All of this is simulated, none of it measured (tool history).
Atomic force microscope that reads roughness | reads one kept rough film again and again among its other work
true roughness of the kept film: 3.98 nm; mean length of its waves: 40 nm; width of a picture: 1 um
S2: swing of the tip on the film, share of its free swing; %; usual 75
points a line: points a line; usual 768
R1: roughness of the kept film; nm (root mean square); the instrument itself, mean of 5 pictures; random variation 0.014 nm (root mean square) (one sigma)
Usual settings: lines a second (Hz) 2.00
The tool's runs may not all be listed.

{"run": 1, "hour": 0.0, "lines a second (Hz)": 2.0, "S2": 75, "points a line": 768, "R1": 2.82}
{"run": 2, "hour": 5.1, "lines a second (Hz)": 1.05, "S2": 75, "points a line": 768, "R1": 2.875}
{"run": 3, "hour": 12.3, "lines a second (Hz)": 1.05, "S2": 75, "points a line": 768, "R1": 2.87}
{"run": 4, "hour": 24.2, "lines a second (Hz)": 1.05, "S2": 75, "points a line": 768, "R1": 2.792}
{"run": 5, "hour": 31.5, "lines a second (Hz)": 1.05, "S2": 75, "points a line": 768, "R1": 2.775}
{"run": 6, "hour": 40.9, "lines a second (Hz)": 2.0, "S2": 75, "points a line": 768, "R1": 2.646}
{"run": 7, "hour": 49.3, "lines a second (Hz)": 2.0, "S2": 75, "points a line": 768, "R1": 2.63}
{"run": 8, "hour": 54.8, "lines a second (Hz)": 2.0, "S2": 55, "points a line": 768, "R1": 2.687}
{"run": 9, "hour": 65.2, "lines a second (Hz)": 2.0, "S2": 55, "points a line": 768, "R1": 2.654}
{"hour": 68.4, "done": "new tip fitted"}
{"run": 10, "hour": 76.2, "lines a second (Hz)": 2.0, "S2": 74, "points a line": 768, "R1": 3.401}
{"run": 11, "hour": 83.2, "lines a second (Hz)": 2.0, "S2": 63, "points a line": 768, "R1": 3.386}
{"run": 12, "hour": 93.9, "lines a second (Hz)": 2.0, "S2": 63, "points a line": 768, "R1": 3.343}
{"run": 13, "hour": 103.4, "lines a second (Hz)": 2.0, "S2": 75, "points a line": 768, "R1": 3.188}
{"run": 14, "hour": 112.1, "lines a second (Hz)": 2.0, "S2": 87, "points a line": 768, "R1": 3.007}
{"run": 15, "hour": 123.9, "lines a second (Hz)": 1.09, "S2": 75, "points a line": 768, "R1": 3.162}
{"run": 16, "hour": 133.0, "lines a second (Hz)": 2.0, "S2": 75, "points a line": 636, "R1": 3.001}
{"run": 17, "hour": 144.7, "lines a second (Hz)": 2.0, "S2": 63, "points a line": 768, "R1": 3.026}
{"run": 18, "hour": 151.3, "lines a second (Hz)": 2.0, "S2": 63, "points a line": 768, "R1": 3.02}
{"run": 19, "hour": 160.2, "lines a second (Hz)": 2.0, "S2": 63, "points a line": 768, "R1": 2.939}
{"run": 20, "hour": 172.4, "lines a second (Hz)": 2.0, "S2": 63, "points a line": 768, "R1": 2.892}
{"run": 21, "hour": 182.7, "lines a second (Hz)": 2.0, "S2": 75, "points a line": 424, "R1": 2.763}
{"run": 22, "hour": 194.2, "lines a second (Hz)": 2.53, "S2": 73, "points a line": 768, "R1": 2.686}
{"run": 23, "hour": 199.9, "lines a second (Hz)": 2.53, "S2": 73, "points a line": 768, "R1": 2.667}
{"run": 24, "hour": 212.2, "lines a second (Hz)": 2.53, "S2": 73, "points a line": 768, "R1": 2.607}
{"hour": 213.7, "done": "height scale calibrated on a step standard"}
{"run": 25, "hour": 223.1, "lines a second (Hz)": 2.0, "S2": 73, "points a line": 768, "R1": 2.621}
{"hour": 232.9, "done": "new tip fitted"}
{"run": 26, "hour": 234.2, "lines a second (Hz)": 2.0, "S2": 56, "points a line": 630, "R1": 3.521}
{"run": 27, "hour": 239.6, "lines a second (Hz)": 0.52, "S2": 78, "points a line": 986, "R1": 3.491}
{"run": 28, "hour": 251.9, "lines a second (Hz)": 0.52, "S2": 78, "points a line": 986, "R1": 3.408}
{"hour": 263.4, "done": "height scale calibrated on a step standard, once more"}
{"run": 29, "hour": 264.9, "lines a second (Hz)": 2.02, "S2": 60, "points a line": 768, "R1": 3.297}
{"run": 30, "hour": 273.2, "lines a second (Hz)": 3.5, "S2": 80, "points a line": 523, "R1": 2.93}
{"run": 31, "hour": 281.8, "lines a second (Hz)": 1.05, "S2": 60, "points a line": 523, "R1": 3.24}
{"run": 32, "hour": 293.3, "lines a second (Hz)": 0.52, "S2": 74, "points a line": 953, "R1": 3.18}
{"run": 33, "hour": 301.1, "lines a second (Hz)": 2.0, "S2": 70, "points a line": 308, "R1": 3.02}
{"run": 34, "hour": 312.4, "lines a second (Hz)": 2.77, "S2": 63, "points a line": 710, "R1": 3.01}
{"run": 35, "hour": 323.5, "lines a second (Hz)": 3.45, "S2": 63, "points a line": 711, "R1": 2.887}
{"run": 36, "hour": 333.3, "lines a second (Hz)": 0.93, "S2": 88, "points a line": 282, "R1": 2.831}
{"run": 37, "hour": 340.8, "lines a second (Hz)": 1.09, "S2": 77, "points a line": 530, "R1": 2.868}
{"run": 38, "hour": 350.0, "lines a second (Hz)": 1.09, "S2": 77, "points a line": 530, "R1": 2.855}
{"run": 39, "hour": 357.7, "lines a second (Hz)": 1.05, "S2": 60, "points a line": 341, "R1": 2.851}
{"run": 40, "hour": 369.6, "lines a second (Hz)": 1.33, "S2": 75, "points a line": 768, "R1": 2.726}

Forecast each of these 4 alternatives for the next run:
{"run": "A", "hour": 378.5, "lines a second (Hz)": 0.79, "S2": 84, "points a line": 687, "R1": "?"}
{"run": "B", "hour": 378.5, "lines a second (Hz)": 0.89, "S2": 73, "points a line": 299, "R1": "?"}
{"run": "C", "hour": 378.5, "lines a second (Hz)": 3.02, "S2": 75, "points a line": 768, "R1": "?"}
{"run": "D", "hour": 378.5, "lines a second (Hz)": 2.1, "S2": 82, "points a line": 707, "R1": "?"}

run=A R1=2.691
run=B R1=2.709
run=C R1=2.558
run=D R1=2.580
Without the tool's hidden state the same runs would have given:
run=A R1=3.479
run=B R1=3.501
run=C R1=3.306
run=D R1=3.333
